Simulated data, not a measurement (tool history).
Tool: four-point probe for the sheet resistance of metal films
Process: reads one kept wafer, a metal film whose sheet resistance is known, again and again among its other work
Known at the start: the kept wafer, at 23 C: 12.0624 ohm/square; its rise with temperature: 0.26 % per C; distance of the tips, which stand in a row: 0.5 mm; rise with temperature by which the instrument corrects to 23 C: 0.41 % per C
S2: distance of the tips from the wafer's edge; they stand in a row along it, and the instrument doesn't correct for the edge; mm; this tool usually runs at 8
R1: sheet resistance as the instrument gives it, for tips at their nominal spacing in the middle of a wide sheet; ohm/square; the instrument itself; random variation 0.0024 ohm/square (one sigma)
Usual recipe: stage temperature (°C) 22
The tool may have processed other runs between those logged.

Run 1, day 0: usual settings. Result: R1 12.138799 ohm/square.
Run 2, day 0.412: usual settings. Result: R1 12.138626 ohm/square.
Run 3, day 1.362: usual settings. Result: R1 12.140969 ohm/square.
Run 4, day 2.296: usual settings. Result: R1 12.14247 ohm/square.
Run 5, day 2.917: usual settings. Result: R1 12.144144 ohm/square.
Run 6, day 3.779: usual settings. Result: R1 12.14237 ohm/square.
Run 7, day 4.617: usual settings. Result: R1 12.140319 ohm/square.
Run 8, day 5.254: usual settings. Result: R1 12.144773 ohm/square.
Run 9, day 6.171: usual settings. Result: R1 12.144427 ohm/square.
Run 10, day 6.933: usual settings. Result: R1 12.142965 ohm/square.
Run 11, day 7.612: usual settings but stage temperature (°C) 26, S2 12 mm. Result: R1 12.051283 ohm/square.
Run 12, day 8.254: usual settings but stage temperature (°C) 24, S2 15 mm. Result: R1 12.087739 ohm/square.
Run 13, day 8.729: usual settings but stage temperature (°C) 24, S2 19 mm. Result: R1 12.087078 ohm/square.
Run 14, day 9.204: usual settings but stage temperature (°C) 19, S2 68 mm. Result: R1 12.181024 ohm/square.
Run 15, day 10.104: usual settings but S2 14 mm. Result: R1 12.12279 ohm/square.
Run 16, day 10.858: usual settings but S2 13 mm. Result: R1 12.130927 ohm/square.
Run 17, day 11.65: usual settings but stage temperature (°C) 20, S2 6 mm. Result: R1 12.188892 ohm/square.
Run 18, day 12.433: usual settings but stage temperature (°C) 20, S2 6 mm. Result: R1 12.188776 ohm/square.

The log once held 2 entries between its listed runs, left out of this copy. Where does each go, and what is different about the tool's unlogged condition between the listed run before it and the listed run after it?
Logged between run 10 and run 11: stage's thermometer calibrated (day 6.996)
  inner tips' distance over the nominal, %: 0.219 -> 0.217; wafer's true temperature over the reading, C: 0.19 -> 0.25
  the result without the hidden state subtracted from the measured one, R1: +0.034496 -> +0.03598 ohm/square
Logged between run 16 and run 17: stage's thermometer calibrated, once more (day 10.946)
  inner tips' distance over the nominal, %: 0.208 -> 0.206; wafer's true temperature over the reading, C: 0.27 -> -0.03
  the result without the hidden state subtracted from the measured one, R1: +0.035726 -> +0.026336 ohm/square

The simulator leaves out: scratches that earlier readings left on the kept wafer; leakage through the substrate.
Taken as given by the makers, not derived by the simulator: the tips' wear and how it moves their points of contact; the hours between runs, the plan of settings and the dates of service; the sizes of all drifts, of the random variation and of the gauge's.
